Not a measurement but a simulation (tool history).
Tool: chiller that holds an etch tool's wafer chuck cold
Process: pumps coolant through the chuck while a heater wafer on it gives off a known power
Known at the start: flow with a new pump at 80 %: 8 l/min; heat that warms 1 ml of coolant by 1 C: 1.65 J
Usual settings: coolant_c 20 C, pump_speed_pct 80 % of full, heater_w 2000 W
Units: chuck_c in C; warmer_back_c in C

run	hour	coolant_c	pump_speed_pct	heater_w	chuck_c	warmer_back_c
1	0.0	20	80	2000	36.0	9.12
2	17.7	20	80	1088	28.8	4.97
3	51.0	20	64	2000	40.3	11.66
4	82.5	20	64	2000	40.2	11.72
5	107.6	20	64	2000	40.2	11.76
6	124.5	20	64	1572	35.8	9.16
7	158.1	20	64	1572	36.2	9.22
8	185.2	20	80	1928	35.5	8.87
9	210.3	20	80	1928	35.8	8.86
10	227.7	20	80	1928	35.7	8.80
11	251.1	20	80	1147	29.3	5.27
12	283.0	20	80	1147	29.3	5.29
13	319.5	20	80	1147	29.2	5.30
14	335.6	21	80	2000	37.3	9.24
15	354.9	21	80	2000	37.2	9.22
16	380.4	20	80	2000	36.4	9.21
17	403.7	20	80	2000	36.5	9.17
18	421.4	26	62	2144	49.0	13.00
19	448.3	20	95	2000	33.8	7.63
20	483.6	20	69	1456	33.9	7.88
21	508.7	20	69	1456	33.8	7.91
22	537.5	20	69	1456	34.0	7.99
23	561.1	27	66	1180	38.9	6.72
24	578.6	23	66	1273	36.0	7.33
25	606.4	20	84	2425	39.3	10.64
26	627.5	14	71	2000	32.7	10.63
27	648.0	20	80	1284	30.4	5.86
28	683.1	20	80	1284	30.5	5.83
29	709.2	20	86	1284	29.9	5.43
30	725.3	20	92	2435	37.4	9.55
31	743.9	20	64	2000	40.6	11.57
32	777.7	20	80	2026	36.7	9.28

Taken out of this log: 2 entries between the listed runs. Where each belongs, and how the hidden state differs across it:
Between runs 20 and 21: coolant pump overhauled (hour 491.4)
  heat passed by the chuck's channels, % of clean ones': 91.8 -> 91.7; flow at a given pump speed, % of a new pump's: 98.8 -> 98
  measured less the result without the state, chuck_c: +0.9 -> +1.0 C; warmer_back_c: +0.10 -> +0.16 C
Between runs 26 and 27: coolant pump overhauled, once more (hour 644.4)
  heat passed by the chuck's channels, % of clean ones': 91.2 -> 91.1; flow at a given pump speed, % of a new pump's: 97.9 -> 100
  measured less the result without the state, chuck_c: +1.4 -> +0.6 C; warmer_back_c: +0.23 -> +0.00 C
